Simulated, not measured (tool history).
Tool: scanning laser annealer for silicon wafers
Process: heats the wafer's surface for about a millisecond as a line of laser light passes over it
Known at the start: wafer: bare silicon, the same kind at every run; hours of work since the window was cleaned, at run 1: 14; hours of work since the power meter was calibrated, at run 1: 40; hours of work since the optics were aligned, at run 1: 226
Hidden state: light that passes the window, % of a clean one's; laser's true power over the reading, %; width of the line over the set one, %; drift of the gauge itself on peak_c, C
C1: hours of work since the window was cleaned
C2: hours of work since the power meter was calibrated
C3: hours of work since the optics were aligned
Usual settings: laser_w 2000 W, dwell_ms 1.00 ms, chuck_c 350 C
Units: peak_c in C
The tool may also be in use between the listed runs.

Run 1, hour 0.0: usual settings; C1 14; C2 40; C3 226. Result: peak_c 1091 C.
Run 2, hour 9.8: usual settings; C1 20; C2 45; C3 232. Result: peak_c 1090 C.
Run 3, hour 18.9: usual settings; C1 25; C2 51; C3 237. Result: peak_c 1090 C.
Run 4, hour 23.6: usual settings; C1 28; C2 54; C3 240. Result: peak_c 1093 C.
Run 5, hour 30.9: usual settings; C1 32; C2 58; C3 244. Result: peak_c 1091 C.
Run 6, hour 40.2: usual settings but laser_w 2183 W, dwell_ms 0.75 ms, chuck_c 356 C; C1 38; C2 63; C3 250. Result: peak_c 1043 C.
At hour 43.8: laser's power meter calibrated.
Run 7, hour 54.1: usual settings but laser_w 2040 W, chuck_c 345 C; C1 44; C2 6; C3 256. Result: peak_c 1101 C.
Run 8, hour 58.9: usual settings but laser_w 2040 W, chuck_c 376 C; C1 47; C2 9; C3 259. Result: peak_c 1132 C.
Run 9, hour 68.5: usual settings but laser_w 2069 W, dwell_ms 0.98 ms, chuck_c 327 C; C1 53; C2 15; C3 265. Result: peak_c 1085 C.
Run 10, hour 79.3: usual settings but laser_w 2069 W, dwell_ms 0.98 ms, chuck_c 327 C; C1 59; C2 21; C3 271. Result: peak_c 1084 C.

How the hidden state differs across the entries between the runs, from the last listed run before each to the first after it:
Between runs 6 and 7: laser's power meter calibrated (hour 43.8)
  light that passes the window, % of a clean one's: 99.44 -> 99.4; laser's true power over the reading, %: 0.11 -> 0.19; width of the line over the set one, %: 0.64 -> 0.65
  measured less the result without the state, peak_c: -6 -> -5 C
